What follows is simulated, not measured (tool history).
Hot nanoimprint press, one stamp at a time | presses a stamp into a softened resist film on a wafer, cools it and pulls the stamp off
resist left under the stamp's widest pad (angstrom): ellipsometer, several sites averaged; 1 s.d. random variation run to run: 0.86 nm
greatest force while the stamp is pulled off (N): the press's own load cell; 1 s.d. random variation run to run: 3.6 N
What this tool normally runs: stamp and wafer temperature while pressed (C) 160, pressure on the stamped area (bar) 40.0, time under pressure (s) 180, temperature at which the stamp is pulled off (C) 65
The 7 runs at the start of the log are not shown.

run    hour  stamp and wafer temperature while pressed (C)  pressure on the stamped area (bar)  time under pressure (s)  temperature at which the stamp is pulled off (C)  hours of work since the thermocouple was calibrated  imprints on the stamp's release coat  hours of work since the press's seals were changed  resist left under the stamp's widest pad (angstrom)  greatest force while the stamp is pulled off (N)
  8   349.4                                            160                                40.0                      176                                                65                                                  186                                   685                                                 531                                                 1220                                               229
  9   409.1                                            160                                40.0                      180                                                62                                                  215                                   898                                                 559                                                 1212                                               240
 10   442.1                                            160                                40.0                      180                                                62                                                  231                                  1017                                                 575                                                 1217                                               248
      512.6  -- stamp cleaned and given a new release coat
 11   513.7                                            160                                40.0                      137                                                65                                                  263                                     3                                                 607                                                 1360                                               176
      543.3  -- press's hydraulic seals changed and the load cell set to zero
 12   599.0                                            160                                40.0                      180                                                55                                                  300                                   281                                                  27                                                 1216                                               205
 13   648.2                                            160                                40.0                      180                                                55                                                  323                                   457                                                  50                                                 1219                                               229
 14   706.8                                            160                                40.0                      180                                                55                                                  352                                   667                                                  79                                                 1218                                               238
 15   783.0                                            160                                59.6                      180                                                65                                                  388                                   940                                                 115                                                 1042                                               251
      815.5  -- plate thermocouple calibrated
 16   841.8                                            148                                59.6                      180                                                72                                                   13                                  1140                                                 142                                                 1557                                               254
      880.1  -- stamp cleaned and given a new release coat
 17   915.3                                            148                                59.6                      180                                                72                                                   45                                   126                                                 175                                                 1577                                               176
 18   981.8                                            148                                33.9                      180                                                53                                                   77                                   364                                                 207                                                 1872                                               215
 19  1030.3                                            148                                33.9                      180                                                53                                                  100                                   538                                                 230                                                 1868                                               231
 20  1093.4                                            160                                42.7                      180                                                70                                                  131                                   764                                                 260                                                 1167                                               231
 21  1156.7                                            160                                42.7                      180                                                70                                                  161                                   990                                                 291                                                 1182                                               238
 22  1222.6                                            160                                38.6                      326                                                53                                                  193                                  1227                                                 322                                                  978                                               293
     1232.6  -- stamp cleaned and given a new release coat
 23  1279.5                                            160                                38.6                      326                                                53                                                  217                                   168                                                 347                                                  984                                               201
 24  1318.9                                            170                                38.6                      326                                                53                                                  236                                   309                                                 366                                                  682                                               212
 25  1368.4                                            170                                38.6                      326                                                53                                                  260                                   487                                                 390                                                  688                                               228
 26  1403.4                                            170                                38.6                      326                                                53                                                  277                                   612                                                 406                                                  686                                               235
 27  1445.2                                            160                                56.8                      180                                                65                                                  297                                   762                                                 426                                                 1074                                               237
 28  1479.5                                            160                                56.8                      139                                                65                                                  313                                   885                                                 443                                                 1183                                               237
 29  1514.8                                            160                                29.6                      270                                                65                                                  330                                  1011                                                 460                                                 1221                                               255
 30  1577.9                                            160                                40.0                      180                                                62                                                  361                                  1237                                                 490                                                 1265                                               277

Consider 3 possible next runs. They are alternatives, not a sequence: every one starts from the tool as it was left by run 30. What does each give?
     1590.2  -- stamp cleaned and given a new release coat
  A  1655.1                                            161                                40.0                      239                                                62                                                  395                                   232                                                 524                                                    ?                                                 ?
     1590.2  -- stamp cleaned and given a new release coat
  B  1655.1                                            162                                40.0                      180                                                62                                                  395                                   232                                                 524                                                    ?                                                 ?
     1590.2  -- stamp cleaned and given a new release coat
  C  1655.1                                            148                                40.0                      180                                                65                                                  395                                   232                                                 524                                                    ?                                                 ?

run  resist left under the stamp's widest pad (angstrom)  greatest force while the stamp is pulled off (N)
  A                                                 1088                                               198
  B                                                 1179                                               201
  C                                                 1865                                               185
Take away the tool's hidden state, keep each run's random variation, and the runs would have read:
run  resist left under the stamp's widest pad (angstrom)  greatest force while the stamp is pulled off (N)
  A                                                  992                                               179
  B                                                 1080                                               182
  C                                                 1746                                               167
